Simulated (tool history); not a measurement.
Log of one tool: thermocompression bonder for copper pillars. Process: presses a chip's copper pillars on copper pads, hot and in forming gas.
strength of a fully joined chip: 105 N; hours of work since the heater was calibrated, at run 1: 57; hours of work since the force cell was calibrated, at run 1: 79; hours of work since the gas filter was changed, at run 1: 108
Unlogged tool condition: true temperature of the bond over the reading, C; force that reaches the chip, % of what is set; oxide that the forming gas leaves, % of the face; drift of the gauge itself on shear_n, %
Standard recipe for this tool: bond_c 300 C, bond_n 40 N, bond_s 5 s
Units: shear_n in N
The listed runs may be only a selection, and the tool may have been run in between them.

| run | hour | bond_c | bond_n | bond_s | hours of work since the heater was calibrated | hours of work since the force cell was calibrated | hours of work since the gas filter was changed | shear_n |
|---|---|---|---|---|---|---|---|---|
| 1 | 0 | 300 | 40 | 5 | 57 | 79 | 108 | 44.9 |
| 2 | 3.7 | 300 | 40 | 5 | 60 | 81 | 111 | 44.7 |
| 3 | 9.4 | 300 | 40 | 6 | 63 | 85 | 115 | 48.6 |
| 4 | 13.2 | 300 | 40 | 6 | 66 | 88 | 117 | 47.9 |
| 5 | 18.3 | 300 | 40 | 5 | 69 | 91 | 121 | 44.9 |
| 6 | 22.2 | 300 | 40 | 5 | 72 | 94 | 123 | 44.8 |
| 7 | 26.2 | 300 | 40 | 5 | 75 | 96 | 126 | 45.2 |
| 8 | 32.3 | 300 | 40 | 5 | 79 | 100 | 130 | 44.8 |
| 9 | 40 | 303 | 40 | 5 | 84 | 105 | 135 | 46.2 |
| 10 | 44.4 | 303 | 40 | 5 | 87 | 108 | 138 | 46 |
| 11 | 50.2 | 281 | 40 | 5 | 90 | 112 | 142 | 36.8 |
| 12 | 57.9 | 281 | 40 | 5 | 96 | 117 | 147 | 36.8 |
| 13 | 63.6 | 302 | 40 | 7 | 99 | 121 | 151 | 51 |
| 14 | 68.7 | 319 | 47 | 7 | 103 | 124 | 154 | 62.4 |
|  | 71.3 | heater calibrated with a thermocouple chip |
| 15 | 78.9 | 302 | 25 | 8 | 5 | 130 | 159 | 43.2 |
| 16 | 85.6 | 300 | 30 | 5 | 9 | 134 | 164 | 38.4 |
|  | 93.4 | heater calibrated with a thermocouple chip, once more |
| 17 | 95.6 | 271 | 50 | 9 | 1 | 140 | 169 | 45.5 |
| 18 | 102.7 | 284 | 36 | 4 | 6 | 144 | 174 | 32.4 |
| 19 | 107.7 | 305 | 40 | 3 | 9 | 148 | 177 | 38.3 |
| 20 | 115.4 | 317 | 53 | 3 | 15 | 153 | 182 | 48.2 |
| 21 | 119.4 | 317 | 52 | 6 | 17 | 155 | 185 | 60.6 |
| 22 | 127.1 | 317 | 52 | 6 | 22 | 160 | 190 | 60.8 |
| 23 | 131.7 | 296 | 40 | 3 | 25 | 163 | 193 | 34.6 |
| 24 | 135.8 | 316 | 57 | 4 | 28 | 166 | 196 | 55.2 |

Below are 3 alternative next runs, each starting from the tool's condition after run 24. Predict each:
| A | 141.7 | 327 | 57 | 4 | 32 | 170 | 200 | ? |
| B | 141.7 | 273 | 44 | 3 | 32 | 170 | 200 | ? |
| C | 141.7 | 310 | 32 | 4 | 32 | 170 | 200 | ? |

| run | shear_n |
|---|---|
| A | 60 |
| B | 27.9 |
| C | 39.6 |
Stripped of hidden state, with their random variation kept, the same runs would have yielded:
| run | shear_n |
|---|---|
| A | 64 |
| B | 29.8 |
| C | 42.2 |
